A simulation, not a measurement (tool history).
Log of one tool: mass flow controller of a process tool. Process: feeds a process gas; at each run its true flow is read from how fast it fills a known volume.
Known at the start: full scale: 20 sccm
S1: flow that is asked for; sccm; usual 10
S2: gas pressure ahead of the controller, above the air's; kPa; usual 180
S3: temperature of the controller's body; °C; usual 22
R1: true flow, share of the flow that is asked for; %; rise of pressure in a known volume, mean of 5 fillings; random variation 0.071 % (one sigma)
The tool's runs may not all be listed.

run	day	S1	S2	S3	R1
1	0.000	10	180	22	101.93
2	16.354	10	180	22	102.00
3	28.554	10	180	22	102.19
4	49.992	10	180	38	100.33
# day 51.371: controller's zero set anew
5	69.071	10	180	22	102.25
6	80.150	10	180	22	101.96
7	92.038	10	190	22	102.01
# day 109.954: controller's zero set anew, once more
8	114.446	10	190	22	102.09
9	127.938	13	210	32	101.23
10	144.512	13	210	32	101.25
11	165.304	13	210	32	101.10
12	185.621	13	210	32	101.27
13	203.483	13	210	22	102.27
14	217.508	5	210	22	101.75
# day 229.600: controller exchanged for a calibrated one
15	230.975	5	210	22	99.99

3 ways to go on from here, each from the tool as it stands after run 15. What would each give?
A	241.812	3	180	22	?
B	241.812	4	179	28	?
C	241.812	5	210	34	?

run	R1
A	99.94
B	99.46
C	98.57
Without the tool's hidden state the same runs would have given:
run	R1
A	99.95
B	99.41
C	98.48
